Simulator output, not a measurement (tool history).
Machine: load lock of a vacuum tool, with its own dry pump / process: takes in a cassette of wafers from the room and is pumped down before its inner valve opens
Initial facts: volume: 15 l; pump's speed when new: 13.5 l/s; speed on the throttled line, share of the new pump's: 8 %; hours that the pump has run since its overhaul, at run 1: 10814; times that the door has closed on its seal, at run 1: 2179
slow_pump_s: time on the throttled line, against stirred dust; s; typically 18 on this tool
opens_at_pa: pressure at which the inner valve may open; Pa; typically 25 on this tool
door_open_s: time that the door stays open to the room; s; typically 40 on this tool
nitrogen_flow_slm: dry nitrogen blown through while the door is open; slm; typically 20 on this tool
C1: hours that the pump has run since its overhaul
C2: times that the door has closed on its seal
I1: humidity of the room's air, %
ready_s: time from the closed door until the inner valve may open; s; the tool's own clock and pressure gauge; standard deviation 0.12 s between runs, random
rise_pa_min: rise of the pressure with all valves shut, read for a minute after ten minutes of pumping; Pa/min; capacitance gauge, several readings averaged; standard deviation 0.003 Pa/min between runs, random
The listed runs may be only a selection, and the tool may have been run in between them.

{"run": 1, "hour": 0.0, "slow_pump_s": 18, "opens_at_pa": 25, "door_open_s": 40, "nitrogen_flow_slm": 20, "C1": 10814, "C2": 2179, "I1": 48.8, "ready_s": 25.7, "rise_pa_min": 0.03}
{"run": 2, "hour": 114.7, "slow_pump_s": 18, "opens_at_pa": 25, "door_open_s": 40, "nitrogen_flow_slm": 20, "C1": 10928, "C2": 2295, "I1": 44.0, "ready_s": 25.7, "rise_pa_min": 0.033}
{"run": 3, "hour": 219.5, "slow_pump_s": 18, "opens_at_pa": 25, "door_open_s": 40, "nitrogen_flow_slm": 20, "C1": 11033, "C2": 2402, "I1": 48.9, "ready_s": 25.8, "rise_pa_min": 0.036}
{"run": 4, "hour": 305.5, "slow_pump_s": 18, "opens_at_pa": 25, "door_open_s": 40, "nitrogen_flow_slm": 20, "C1": 11119, "C2": 2489, "I1": 44.3, "ready_s": 25.6, "rise_pa_min": 0.028}
{"run": 5, "hour": 425.5, "slow_pump_s": 18, "opens_at_pa": 25, "door_open_s": 122, "nitrogen_flow_slm": 20, "C1": 11239, "C2": 2611, "I1": 42.4, "ready_s": 25.7, "rise_pa_min": 0.042}
{"run": 6, "hour": 493.0, "slow_pump_s": 18, "opens_at_pa": 30, "door_open_s": 122, "nitrogen_flow_slm": 20, "C1": 11307, "C2": 2679, "I1": 44.3, "ready_s": 25.8, "rise_pa_min": 0.051}
{"run": 7, "hour": 612.8, "slow_pump_s": 18, "opens_at_pa": 30, "door_open_s": 122, "nitrogen_flow_slm": 14, "C1": 11426, "C2": 2801, "I1": 43.7, "ready_s": 25.4, "rise_pa_min": 0.057}
{"run": 8, "hour": 731.6, "slow_pump_s": 18, "opens_at_pa": 25, "door_open_s": 40, "nitrogen_flow_slm": 20, "C1": 11545, "C2": 2921, "I1": 42.8, "ready_s": 25.7, "rise_pa_min": 0.026}
{"run": 9, "hour": 783.6, "slow_pump_s": 23, "opens_at_pa": 19, "door_open_s": 47, "nitrogen_flow_slm": 20, "C1": 11597, "C2": 2974, "I1": 44.7, "ready_s": 30.7, "rise_pa_min": 0.03}
{"run": 10, "hour": 893.8, "slow_pump_s": 18, "opens_at_pa": 20, "door_open_s": 75, "nitrogen_flow_slm": 20, "C1": 11708, "C2": 3086, "I1": 48.2, "ready_s": 26.1, "rise_pa_min": 0.043}
{"run": 11, "hour": 987.5, "slow_pump_s": 20, "opens_at_pa": 20, "door_open_s": 181, "nitrogen_flow_slm": 20, "C1": 11801, "C2": 3181, "I1": 44.2, "ready_s": 27.7, "rise_pa_min": 0.06}
{"run": 12, "hour": 1098.6, "slow_pump_s": 20, "opens_at_pa": 20, "door_open_s": 181, "nitrogen_flow_slm": 20, "C1": 11912, "C2": 3294, "I1": 47.2, "ready_s": 27.9, "rise_pa_min": 0.062}
{"run": 13, "hour": 1200.9, "slow_pump_s": 18, "opens_at_pa": 47, "door_open_s": 40, "nitrogen_flow_slm": 20, "C1": 12015, "C2": 3398, "I1": 46.8, "ready_s": 25.2, "rise_pa_min": 0.031}
{"run": 14, "hour": 1296.9, "slow_pump_s": 18, "opens_at_pa": 25, "door_open_s": 40, "nitrogen_flow_slm": 13, "C1": 12111, "C2": 3495, "I1": 45.3, "ready_s": 26.1, "rise_pa_min": 0.034}
{"run": 15, "hour": 1411.2, "slow_pump_s": 18, "opens_at_pa": 25, "door_open_s": 121, "nitrogen_flow_slm": 43, "C1": 12225, "C2": 3611, "I1": 44.7, "ready_s": 25.7, "rise_pa_min": 0.03}

Here are 4 independent what-if runs from the current tool condition. What would each one return?
{"run": "A", "hour": 1520.1, "slow_pump_s": 18, "opens_at_pa": 33, "door_open_s": 49, "nitrogen_flow_slm": 43, "C1": 12334, "C2": 3722, "I1": 47.7, "ready_s": "?", "rise_pa_min": "?"}
{"run": "B", "hour": 1520.1, "slow_pump_s": 18, "opens_at_pa": 22, "door_open_s": 46, "nitrogen_flow_slm": 20, "C1": 12334, "C2": 3722, "I1": 43.2, "ready_s": "?", "rise_pa_min": "?"}
{"run": "C", "hour": 1520.1, "slow_pump_s": 21, "opens_at_pa": 25, "door_open_s": 31, "nitrogen_flow_slm": 43, "C1": 12334, "C2": 3722, "I1": 47.7, "ready_s": "?", "rise_pa_min": "?"}
{"run": "D", "hour": 1520.1, "slow_pump_s": 18, "opens_at_pa": 25, "door_open_s": 93, "nitrogen_flow_slm": 32, "C1": 12334, "C2": 3722, "I1": 46.3, "ready_s": "?", "rise_pa_min": "?"}

run=A ready_s=25.3 rise_pa_min=0.019
run=B ready_s=26.0 rise_pa_min=0.028
run=C ready_s=28.5 rise_pa_min=0.020
run=D ready_s=25.6 rise_pa_min=0.032
With the hidden condition removed and each run's random variation left untouched, the same runs would have given:
run=A ready_s=25.3 rise_pa_min=0.019
run=B ready_s=26.0 rise_pa_min=0.028
run=C ready_s=28.5 rise_pa_min=0.019
run=D ready_s=25.6 rise_pa_min=0.032

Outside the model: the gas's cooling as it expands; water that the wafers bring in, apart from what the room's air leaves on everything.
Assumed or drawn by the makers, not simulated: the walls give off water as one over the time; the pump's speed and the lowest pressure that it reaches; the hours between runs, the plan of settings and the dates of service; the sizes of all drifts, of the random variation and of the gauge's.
